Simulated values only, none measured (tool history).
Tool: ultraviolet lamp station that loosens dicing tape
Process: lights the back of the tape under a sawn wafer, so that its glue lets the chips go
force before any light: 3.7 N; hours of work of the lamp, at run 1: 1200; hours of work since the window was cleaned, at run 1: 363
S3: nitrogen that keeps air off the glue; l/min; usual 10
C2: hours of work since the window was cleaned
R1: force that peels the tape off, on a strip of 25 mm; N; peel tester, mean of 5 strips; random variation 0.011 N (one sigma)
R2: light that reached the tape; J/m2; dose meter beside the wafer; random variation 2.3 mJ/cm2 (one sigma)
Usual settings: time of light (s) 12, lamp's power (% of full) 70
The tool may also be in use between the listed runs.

{"run": 1, "hour": 0.0, "time of light (s)": 12, "lamp's power (% of full)": 70, "S3": 10, "hours of work of the lamp": 1200, "C2": 363, "R1": 1.019, "R2": 1460}
{"hour": 11.0, "done": "window cleaned of glue's vapour"}
{"run": 2, "hour": 41.8, "time of light (s)": 12, "lamp's power (% of full)": 70, "S3": 10, "hours of work of the lamp": 1233, "C2": 24, "R1": 1.126, "R2": 1360}
{"run": 3, "hour": 83.5, "time of light (s)": 12, "lamp's power (% of full)": 70, "S3": 10, "hours of work of the lamp": 1265, "C2": 57, "R1": 1.139, "R2": 1290}
{"run": 4, "hour": 123.1, "time of light (s)": 12, "lamp's power (% of full)": 70, "S3": 10, "hours of work of the lamp": 1296, "C2": 88, "R1": 1.205, "R2": 1300}
{"run": 5, "hour": 167.4, "time of light (s)": 12, "lamp's power (% of full)": 70, "S3": 10, "hours of work of the lamp": 1331, "C2": 123, "R1": 1.234, "R2": 1270}
{"run": 6, "hour": 193.7, "time of light (s)": 12, "lamp's power (% of full)": 70, "S3": 10, "hours of work of the lamp": 1352, "C2": 143, "R1": 1.227, "R2": 1230}
{"run": 7, "hour": 231.6, "time of light (s)": 12, "lamp's power (% of full)": 70, "S3": 10, "hours of work of the lamp": 1382, "C2": 173, "R1": 1.324, "R2": 1200}
{"run": 8, "hour": 253.0, "time of light (s)": 12, "lamp's power (% of full)": 70, "S3": 10, "hours of work of the lamp": 1398, "C2": 190, "R1": 1.267, "R2": 1180}
{"hour": 261.3, "done": "lamp changed"}
{"run": 9, "hour": 278.2, "time of light (s)": 12, "lamp's power (% of full)": 70, "S3": 10, "hours of work of the lamp": 13, "C2": 209, "R1": 0.833, "R2": 1700}
{"hour": 286.9, "done": "window cleaned of glue's vapour, once more"}
{"run": 10, "hour": 325.6, "time of light (s)": 13, "lamp's power (% of full)": 70, "S3": 10, "hours of work of the lamp": 50, "C2": 30, "R1": 0.468, "R2": 2560}
{"run": 11, "hour": 346.6, "time of light (s)": 13, "lamp's power (% of full)": 70, "S3": 10, "hours of work of the lamp": 67, "C2": 47, "R1": 0.445, "R2": 2530}
{"run": 12, "hour": 383.3, "time of light (s)": 13, "lamp's power (% of full)": 70, "S3": 10, "hours of work of the lamp": 95, "C2": 76, "R1": 0.482, "R2": 2460}
{"run": 13, "hour": 405.1, "time of light (s)": 13, "lamp's power (% of full)": 70, "S3": 10, "hours of work of the lamp": 112, "C2": 93, "R1": 0.482, "R2": 2430}
{"run": 14, "hour": 438.9, "time of light (s)": 13, "lamp's power (% of full)": 70, "S3": 10, "hours of work of the lamp": 139, "C2": 119, "R1": 0.488, "R2": 2390}
{"run": 15, "hour": 461.2, "time of light (s)": 12, "lamp's power (% of full)": 70, "S3": 10, "hours of work of the lamp": 156, "C2": 137, "R1": 0.574, "R2": 2160}
{"run": 16, "hour": 485.7, "time of light (s)": 12, "lamp's power (% of full)": 70, "S3": 10, "hours of work of the lamp": 176, "C2": 156, "R1": 0.578, "R2": 2140}
{"run": 17, "hour": 535.3, "time of light (s)": 9, "lamp's power (% of full)": 70, "S3": 10, "hours of work of the lamp": 215, "C2": 195, "R1": 0.928, "R2": 1570}
{"run": 18, "hour": 560.4, "time of light (s)": 9, "lamp's power (% of full)": 70, "S3": 10, "hours of work of the lamp": 234, "C2": 214, "R1": 0.944, "R2": 1540}
{"run": 19, "hour": 585.8, "time of light (s)": 9, "lamp's power (% of full)": 66, "S3": 10, "hours of work of the lamp": 254, "C2": 234, "R1": 1.015, "R2": 1440}
{"run": 20, "hour": 606.5, "time of light (s)": 9, "lamp's power (% of full)": 66, "S3": 10, "hours of work of the lamp": 270, "C2": 251, "R1": 1.013, "R2": 1400}
{"run": 21, "hour": 647.5, "time of light (s)": 9, "lamp's power (% of full)": 66, "S3": 10, "hours of work of the lamp": 303, "C2": 283, "R1": 1.101, "R2": 1360}
{"run": 22, "hour": 674.1, "time of light (s)": 9, "lamp's power (% of full)": 66, "S3": 10, "hours of work of the lamp": 323, "C2": 304, "R1": 1.11, "R2": 1370}
{"run": 23, "hour": 697.1, "time of light (s)": 9, "lamp's power (% of full)": 66, "S3": 10, "hours of work of the lamp": 341, "C2": 322, "R1": 1.144, "R2": 1330}
{"run": 24, "hour": 733.4, "time of light (s)": 9, "lamp's power (% of full)": 92, "S3": 5, "hours of work of the lamp": 370, "C2": 350, "R1": 1.086, "R2": 1850}
{"run": 25, "hour": 757.0, "time of light (s)": 18, "lamp's power (% of full)": 69, "S3": 5, "hours of work of the lamp": 388, "C2": 369, "R1": 0.627, "R2": 2750}
{"hour": 762.2, "done": "window cleaned of glue's vapour"}
{"run": 26, "hour": 806.2, "time of light (s)": 6, "lamp's power (% of full)": 69, "S3": 6, "hours of work of the lamp": 427, "C2": 35, "R1": 1.649, "R2": 1050}
{"run": 27, "hour": 849.3, "time of light (s)": 16, "lamp's power (% of full)": 70, "S3": 11, "hours of work of the lamp": 460, "C2": 68, "R1": 0.363, "R2": 2790}
{"run": 28, "hour": 893.4, "time of light (s)": 8, "lamp's power (% of full)": 63, "S3": 3, "hours of work of the lamp": 495, "C2": 103, "R1": 1.822, "R2": 1230}
{"run": 29, "hour": 936.7, "time of light (s)": 7, "lamp's power (% of full)": 80, "S3": 7, "hours of work of the lamp": 529, "C2": 137, "R1": 1.323, "R2": 1330}
{"run": 30, "hour": 985.3, "time of light (s)": 8, "lamp's power (% of full)": 80, "S3": 7, "hours of work of the lamp": 567, "C2": 175, "R1": 1.169, "R2": 1430}
{"run": 31, "hour": 1022.4, "time of light (s)": 8, "lamp's power (% of full)": 80, "S3": 7, "hours of work of the lamp": 596, "C2": 204, "R1": 1.189, "R2": 1410}
{"run": 32, "hour": 1071.3, "time of light (s)": 10, "lamp's power (% of full)": 70, "S3": 7, "hours of work of the lamp": 635, "C2": 242, "R1": 1.134, "R2": 1470}
{"run": 33, "hour": 1100.5, "time of light (s)": 10, "lamp's power (% of full)": 70, "S3": 7, "hours of work of the lamp": 657, "C2": 265, "R1": 1.151, "R2": 1540}
{"run": 34, "hour": 1136.8, "time of light (s)": 10, "lamp's power (% of full)": 70, "S3": 7, "hours of work of the lamp": 686, "C2": 294, "R1": 1.194, "R2": 1500}
{"run": 35, "hour": 1160.5, "time of light (s)": 10, "lamp's power (% of full)": 70, "S3": 7, "hours of work of the lamp": 704, "C2": 312, "R1": 1.221, "R2": 1470}
{"run": 36, "hour": 1195.4, "time of light (s)": 7, "lamp's power (% of full)": 70, "S3": 14, "hours of work of the lamp": 732, "C2": 340, "R1": 1.413, "R2": 1030}
{"run": 37, "hour": 1216.8, "time of light (s)": 12, "lamp's power (% of full)": 70, "S3": 9, "hours of work of the lamp": 749, "C2": 357, "R1": 0.91, "R2": 1730}
{"hour": 1234.6, "done": "window cleaned of glue's vapour"}
{"run": 38, "hour": 1254.8, "time of light (s)": 12, "lamp's power (% of full)": 75, "S3": 9, "hours of work of the lamp": 778, "C2": 16, "R1": 0.645, "R2": 2100}
{"run": 39, "hour": 1280.4, "time of light (s)": 9, "lamp's power (% of full)": 85, "S3": 10, "hours of work of the lamp": 798, "C2": 36, "R1": 0.8, "R2": 1730}
{"run": 40, "hour": 1307.2, "time of light (s)": 12, "lamp's power (% of full)": 73, "S3": 10, "hours of work of the lamp": 819, "C2": 57, "R1": 0.672, "R2": 1970}
{"run": 41, "hour": 1357.7, "time of light (s)": 8, "lamp's power (% of full)": 63, "S3": 12, "hours of work of the lamp": 859, "C2": 97, "R1": 1.312, "R2": 1100}
{"run": 42, "hour": 1392.1, "time of light (s)": 8, "lamp's power (% of full)": 70, "S3": 6, "hours of work of the lamp": 886, "C2": 124, "R1": 1.545, "R2": 1210}

3 ways to go on from here, each from the tool as it stands after run 42. What would each give?
{"run": "A", "hour": 1427.2, "time of light (s)": 19, "lamp's power (% of full)": 70, "S3": 10, "hours of work of the lamp": 913, "C2": 151, "R1": "?", "R2": "?"}
{"run": "B", "hour": 1427.2, "time of light (s)": 15, "lamp's power (% of full)": 70, "S3": 9, "hours of work of the lamp": 913, "C2": 151, "R1": "?", "R2": "?"}
{"run": "C", "hour": 1427.2, "time of light (s)": 8, "lamp's power (% of full)": 70, "S3": 16, "hours of work of the lamp": 913, "C2": 151, "R1": "?", "R2": "?"}

run=A R1=0.360 R2=2830
run=B R1=0.583 R2=2200
run=C R1=1.085 R2=1210
Without the tool's hidden state the same runs would have given:
run=A R1=0.212 R2=3850
run=B R1=0.347 R2=3000
run=C R1=0.729 R2=1640
